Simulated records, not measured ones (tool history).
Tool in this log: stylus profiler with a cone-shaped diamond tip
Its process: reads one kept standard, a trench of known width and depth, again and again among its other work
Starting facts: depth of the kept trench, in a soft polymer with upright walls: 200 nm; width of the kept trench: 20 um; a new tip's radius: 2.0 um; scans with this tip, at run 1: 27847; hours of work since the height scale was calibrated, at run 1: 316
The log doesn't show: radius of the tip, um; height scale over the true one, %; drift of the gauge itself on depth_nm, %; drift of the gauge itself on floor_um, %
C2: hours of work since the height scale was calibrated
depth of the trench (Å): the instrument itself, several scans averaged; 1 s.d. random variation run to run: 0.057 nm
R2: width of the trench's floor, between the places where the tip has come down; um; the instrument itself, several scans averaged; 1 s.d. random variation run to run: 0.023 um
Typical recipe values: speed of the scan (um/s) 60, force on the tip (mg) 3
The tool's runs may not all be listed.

{"run": 1, "hour": 0.0, "speed of the scan (um/s)": 60, "force on the tip (mg)": 3, "scans with this tip": 27847, "C2": 316, "depth of the trench (Å)": 2013.6, "R2": 18.04}
{"run": 2, "hour": 62.0, "speed of the scan (um/s)": 60, "force on the tip (mg)": 3, "scans with this tip": 28487, "C2": 361, "depth of the trench (Å)": 2014.7, "R2": 17.99}
{"run": 3, "hour": 98.9, "speed of the scan (um/s)": 60, "force on the tip (mg)": 3, "scans with this tip": 28868, "C2": 387, "depth of the trench (Å)": 2014.5, "R2": 18.03}
{"run": 4, "hour": 146.8, "speed of the scan (um/s)": 60, "force on the tip (mg)": 3, "scans with this tip": 29363, "C2": 421, "depth of the trench (Å)": 2014.3, "R2": 17.98}
{"run": 5, "hour": 196.5, "speed of the scan (um/s)": 60, "force on the tip (mg)": 3, "scans with this tip": 29875, "C2": 457, "depth of the trench (Å)": 2014.1, "R2": 17.96}
{"run": 6, "hour": 238.7, "speed of the scan (um/s)": 60, "force on the tip (mg)": 3, "scans with this tip": 30311, "C2": 487, "depth of the trench (Å)": 2013.1, "R2": 17.97}

Predict the results of run 7:
{"run": 7, "hour": 307.1, "speed of the scan (um/s)": 60, "force on the tip (mg)": 3, "scans with this tip": 31016, "C2": 536, "depth of the trench (Å)": "?", "R2": "?"}

Run 7 gave depth of the trench (Å) 2014.7, R2 18.02 um.
With the hidden condition absent and the run-to-run variation left alone, this run would have shown depth of the trench (Å) 2014.6, R2 18.03 um.
